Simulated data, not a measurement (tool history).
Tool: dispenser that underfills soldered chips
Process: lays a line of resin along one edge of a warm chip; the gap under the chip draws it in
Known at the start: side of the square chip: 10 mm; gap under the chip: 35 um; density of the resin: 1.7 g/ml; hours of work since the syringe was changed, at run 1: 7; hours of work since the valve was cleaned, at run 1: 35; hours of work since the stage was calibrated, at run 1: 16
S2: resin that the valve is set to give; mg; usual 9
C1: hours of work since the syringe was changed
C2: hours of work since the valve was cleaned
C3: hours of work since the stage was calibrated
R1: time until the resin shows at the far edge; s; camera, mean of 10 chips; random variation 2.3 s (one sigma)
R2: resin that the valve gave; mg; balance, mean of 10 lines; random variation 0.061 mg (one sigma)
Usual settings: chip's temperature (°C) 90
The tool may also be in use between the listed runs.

run 1 hour=0 | chip's_temperature_(°C)=90 S2=9 | C1=7 C2=35 C3=16 | R1=377.4 R2=8.75
run 2 hour=3.3 | chip's_temperature_(°C)=90 S2=9 | C1=9 C2=37 C3=18 | R1=437 R2=8.58
-- hour=6 new syringe of resin
run 3 hour=8.1 | chip's_temperature_(°C)=90 S2=7.68 | C1=1 C2=40 C3=21 | R1=263.7 R2=7.45
run 4 hour=15.1 | chip's_temperature_(°C)=83 S2=9 | C1=6 C2=44 C3=26 | R1=458.9 R2=8.68
run 5 hour=19.4 | chip's_temperature_(°C)=83 S2=9 | C1=9 C2=47 C3=29 | R1=549.7 R2=8.63
-- hour=22.6 new syringe of resin
run 6 hour=27.1 | chip's_temperature_(°C)=76 S2=9 | C1=3 C2=52 C3=34 | R1=476.5 R2=8.5
run 7 hour=33.7 | chip's_temperature_(°C)=90 S2=9 | C1=7 C2=56 C3=38 | R1=395.1 R2=8.59
run 8 hour=38.1 | chip's_temperature_(°C)=90 S2=9 | C1=10 C2=59 C3=41 | R1=492 R2=8.57
-- hour=39.1 new syringe of resin
run 9 hour=42.4 | chip's_temperature_(°C)=90 S2=9 | C1=2 C2=62 C3=44 | R1=270.8 R2=8.57
run 10 hour=47 | chip's_temperature_(°C)=88 S2=8.9 | C1=5 C2=65 C3=47 | R1=365.4 R2=8.51
run 11 hour=50.3 | chip's_temperature_(°C)=88 S2=8.9 | C1=7 C2=67 C3=49 | R1=429.4 R2=8.42
-- hour=55.1 new syringe of resin
run 12 hour=55.9 | chip's_temperature_(°C)=79 S2=9.79 | C1=1 C2=71 C3=52 | R1=353.9 R2=9.2
run 13 hour=62.8 | chip's_temperature_(°C)=82 S2=10.34 | C1=5 C2=75 C3=57 | R1=438.2 R2=9.69
run 14 hour=70.4 | chip's_temperature_(°C)=82 S2=10.34 | C1=10 C2=80 C3=62 | R1=622.9 R2=9.53

How the hidden state differs across the entries between the runs, from the last listed run before each to the first after it:
Between runs 2 and 3: new syringe of resin (hour 6)
  resin's viscosity, % of fresh resin's: 189.9 -> 111; dose that the valve gives, % of what is set: 96.59 -> 96.32; true chip temperature over the reading, C: 0.06 -> 0.07
  measured less the result without the state, R1: +207.6 -> +28.4 s; R2: -0.3 -> -0.28 mg
Between runs 5 and 6: new syringe of resin (hour 22.6)
  resin's viscosity, % of fresh resin's: 189.9 -> 125.2; dose that the valve gives, % of what is set: 95.64 -> 95.23; true chip temperature over the reading, C: 0.1 -> 0.12
  measured less the result without the state, R1: +261.4 -> +97.3 s; R2: -0.39 -> -0.42 mg
Between runs 8 and 9: new syringe of resin (hour 39.1)
  resin's viscosity, % of fresh resin's: 210.8 -> 117.4; dose that the valve gives, % of what is set: 94.62 -> 94.39; true chip temperature over the reading, C: 0.14 -> 0.15
  measured less the result without the state, R1: +259.8 -> +41.2 s; R2: -0.49 -> -0.51 mg
Between runs 11 and 12: new syringe of resin (hour 55.1)
  resin's viscosity, % of fresh resin's: 171 -> 104.7; dose that the valve gives, % of what is set: 93.91 -> 93.63; true chip temperature over the reading, C: 0.17 -> 0.18
  measured less the result without the state, R1: +179.6 -> +16.1 s; R2: -0.54 -> -0.62 mg
